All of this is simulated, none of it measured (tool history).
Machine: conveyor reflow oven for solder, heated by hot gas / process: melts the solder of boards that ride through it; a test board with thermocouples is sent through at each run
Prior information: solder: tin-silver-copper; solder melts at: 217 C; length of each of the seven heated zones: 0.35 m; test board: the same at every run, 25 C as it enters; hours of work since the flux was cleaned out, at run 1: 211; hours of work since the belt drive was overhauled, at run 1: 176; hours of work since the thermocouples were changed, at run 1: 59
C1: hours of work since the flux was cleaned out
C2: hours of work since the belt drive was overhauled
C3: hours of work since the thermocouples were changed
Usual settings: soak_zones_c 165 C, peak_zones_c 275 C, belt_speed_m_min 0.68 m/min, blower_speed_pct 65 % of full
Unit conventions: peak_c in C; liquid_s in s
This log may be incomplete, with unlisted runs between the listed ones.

{"run": 1, "hour": 0.0, "soak_zones_c": 165, "peak_zones_c": 275, "belt_speed_m_min": 0.68, "blower_speed_pct": 65, "C1": 211, "C2": 176, "C3": 59, "peak_c": 249.7, "liquid_s": 40.7}
{"run": 2, "hour": 5.6, "soak_zones_c": 165, "peak_zones_c": 268, "belt_speed_m_min": 0.68, "blower_speed_pct": 65, "C1": 214, "C2": 179, "C3": 63, "peak_c": 244.6, "liquid_s": 36.4}
{"run": 3, "hour": 14.0, "soak_zones_c": 165, "peak_zones_c": 273, "belt_speed_m_min": 0.68, "blower_speed_pct": 65, "C1": 220, "C2": 185, "C3": 68, "peak_c": 247.6, "liquid_s": 38.9}
{"run": 4, "hour": 20.3, "soak_zones_c": 165, "peak_zones_c": 270, "belt_speed_m_min": 0.68, "blower_speed_pct": 65, "C1": 224, "C2": 189, "C3": 72, "peak_c": 246.2, "liquid_s": 38.4}
{"run": 5, "hour": 27.9, "soak_zones_c": 165, "peak_zones_c": 275, "belt_speed_m_min": 0.68, "blower_speed_pct": 65, "C1": 229, "C2": 194, "C3": 77, "peak_c": 249.5, "liquid_s": 40.4}
{"run": 6, "hour": 32.1, "soak_zones_c": 165, "peak_zones_c": 275, "belt_speed_m_min": 0.68, "blower_speed_pct": 65, "C1": 231, "C2": 196, "C3": 80, "peak_c": 249.9, "liquid_s": 40.4}
{"run": 7, "hour": 40.0, "soak_zones_c": 163, "peak_zones_c": 275, "belt_speed_m_min": 0.68, "blower_speed_pct": 65, "C1": 236, "C2": 201, "C3": 85, "peak_c": 248.5, "liquid_s": 39}
{"hour": 44.5, "done": "belt drive overhauled, speed set with a stopwatch"}
{"run": 8, "hour": 49.2, "soak_zones_c": 165, "peak_zones_c": 275, "belt_speed_m_min": 0.772, "blower_speed_pct": 65, "C1": 240, "C2": 3, "C3": 89, "peak_c": 243.2, "liquid_s": 30.8}
{"run": 9, "hour": 58.0, "soak_zones_c": 165, "peak_zones_c": 275, "belt_speed_m_min": 0.663, "blower_speed_pct": 79, "C1": 245, "C2": 9, "C3": 94, "peak_c": 254.1, "liquid_s": 45.4}
{"run": 10, "hour": 64.0, "soak_zones_c": 165, "peak_zones_c": 275, "belt_speed_m_min": 0.663, "blower_speed_pct": 79, "C1": 249, "C2": 13, "C3": 98, "peak_c": 255.3, "liquid_s": 45.6}
{"run": 11, "hour": 69.5, "soak_zones_c": 165, "peak_zones_c": 265, "belt_speed_m_min": 0.6, "blower_speed_pct": 79, "C1": 253, "C2": 16, "C3": 102, "peak_c": 249.3, "liquid_s": 48}
{"run": 12, "hour": 76.4, "soak_zones_c": 165, "peak_zones_c": 265, "belt_speed_m_min": 0.6, "blower_speed_pct": 79, "C1": 257, "C2": 21, "C3": 106, "peak_c": 249.5, "liquid_s": 47.2}
{"run": 13, "hour": 82.0, "soak_zones_c": 165, "peak_zones_c": 275, "belt_speed_m_min": 0.68, "blower_speed_pct": 82, "C1": 261, "C2": 24, "C3": 110, "peak_c": 253.4, "liquid_s": 43.8}

3 ways to go on from here, each from the tool as it stands after run 13. What would each give?
{"hour": 88.6, "done": "belt drive overhauled, speed set with a stopwatch, once more"}
{"run": "A", "hour": 94.9, "soak_zones_c": 159, "peak_zones_c": 286, "belt_speed_m_min": 0.68, "blower_speed_pct": 63, "C1": 267, "C2": 4, "C3": 116, "peak_c": "?", "liquid_s": "?"}
{"hour": 88.6, "done": "belt drive overhauled, speed set with a stopwatch, once more"}
{"run": "B", "hour": 94.9, "soak_zones_c": 174, "peak_zones_c": 275, "belt_speed_m_min": 0.68, "blower_speed_pct": 65, "C1": 267, "C2": 4, "C3": 116, "peak_c": "?", "liquid_s": "?"}
{"hour": 88.6, "done": "belt drive overhauled, speed set with a stopwatch, once more"}
{"run": "C", "hour": 94.9, "soak_zones_c": 165, "peak_zones_c": 277, "belt_speed_m_min": 0.572, "blower_speed_pct": 68, "C1": 267, "C2": 4, "C3": 116, "peak_c": "?", "liquid_s": "?"}

run=A peak_c=255.9 liquid_s=42.6
run=B peak_c=250.4 liquid_s=44.1
run=C peak_c=258.3 liquid_s=55.6
Without the tool's unlogged condition, the same runs would have read:
run=A peak_c=259.8 liquid_s=45.2
run=B peak_c=253.7 liquid_s=46.7
run=C peak_c=261.3 liquid_s=57.9
